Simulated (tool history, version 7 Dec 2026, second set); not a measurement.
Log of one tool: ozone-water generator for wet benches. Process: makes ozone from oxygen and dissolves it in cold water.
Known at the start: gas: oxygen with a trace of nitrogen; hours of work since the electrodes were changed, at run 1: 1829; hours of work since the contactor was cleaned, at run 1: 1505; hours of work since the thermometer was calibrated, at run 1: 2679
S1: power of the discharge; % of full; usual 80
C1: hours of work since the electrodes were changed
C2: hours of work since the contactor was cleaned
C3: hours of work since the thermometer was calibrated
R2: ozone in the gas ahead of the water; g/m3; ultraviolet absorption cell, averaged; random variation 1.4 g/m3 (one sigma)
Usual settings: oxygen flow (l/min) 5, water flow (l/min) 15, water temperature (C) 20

Run 1, hour 0: usual settings; C1 1829; C2 1505; C3 2679. Result: dissolved ozone (ppm) 31, R2 237.9 g/m3.
Run 2, hour 48.4: usual settings but water temperature (C) 24; C1 1863; C2 1539; C3 2714. Result: dissolved ozone (ppm) 28.9, R2 238.2 g/m3.
Run 3, hour 103.2: usual settings but water temperature (C) 24; C1 1902; C2 1578; C3 2752. Result: dissolved ozone (ppm) 28.6, R2 238.3 g/m3.
At hour 153: water thermometer calibrated.
Run 4, hour 173.9: usual settings; C1 1951; C2 1627; C3 15. Result: dissolved ozone (ppm) 31, R2 237.9 g/m3.
Run 5, hour 232.8: usual settings but water flow (l/min) 23; C1 1993; C2 1669; C3 56. Result: dissolved ozone (ppm) 22.4, R2 232.3 g/m3.
Run 6, hour 311.1: usual settings; C1 2048; C2 1724; C3 112. Result: dissolved ozone (ppm) 31, R2 236.9 g/m3.
Run 7, hour 371.3: usual settings; C1 2091; C2 1767; C3 154. Result: dissolved ozone (ppm) 30.3, R2 234.7 g/m3.
Run 8, hour 425.5: usual settings; C1 2129; C2 1805; C3 193. Result: dissolved ozone (ppm) 30.6, R2 236.5 g/m3.
Run 9, hour 503.8: usual settings; C1 2185; C2 1860; C3 248. Result: dissolved ozone (ppm) 30.3, R2 232.2 g/m3.
Run 10, hour 586.4: usual settings but S1 49 % of full, water flow (l/min) 16; C1 2243; C2 1919; C3 307. Result: dissolved ozone (ppm) 22.2, R2 178.8 g/m3.
Run 11, hour 660.2: usual settings but S1 49 % of full, oxygen flow (l/min) 7.57, water flow (l/min) 16; C1 2295; C2 1971; C3 359. Result: dissolved ozone (ppm) 22.3, R2 149.8 g/m3.
Run 12, hour 741.3: usual settings but S1 42 % of full, water temperature (C) 23; C1 2352; C2 2028; C3 416. Result: dissolved ozone (ppm) 19.9, R2 162.6 g/m3.
Run 13, hour 786.9: usual settings but S1 42 % of full, water temperature (C) 23; C1 2385; C2 2061; C3 448. Result: dissolved ozone (ppm) 20, R2 163.4 g/m3.

Hidden state at the last listed run before each entry between runs and at the first one after, where it differs:
Between runs 3 and 4: water thermometer calibrated (hour 153)
  yield of the discharge, % of new electrodes': 93.2 -> 93.1; contactor's efficiency, % of a clean one's: 97 -> 96.9; true water temperature over the reading, C: 0.49 -> -0.03
  measured less the result without the state, dissolved ozone (ppm): -2.9 -> -2.9; R2: -18.7 -> -19.2 g/m3
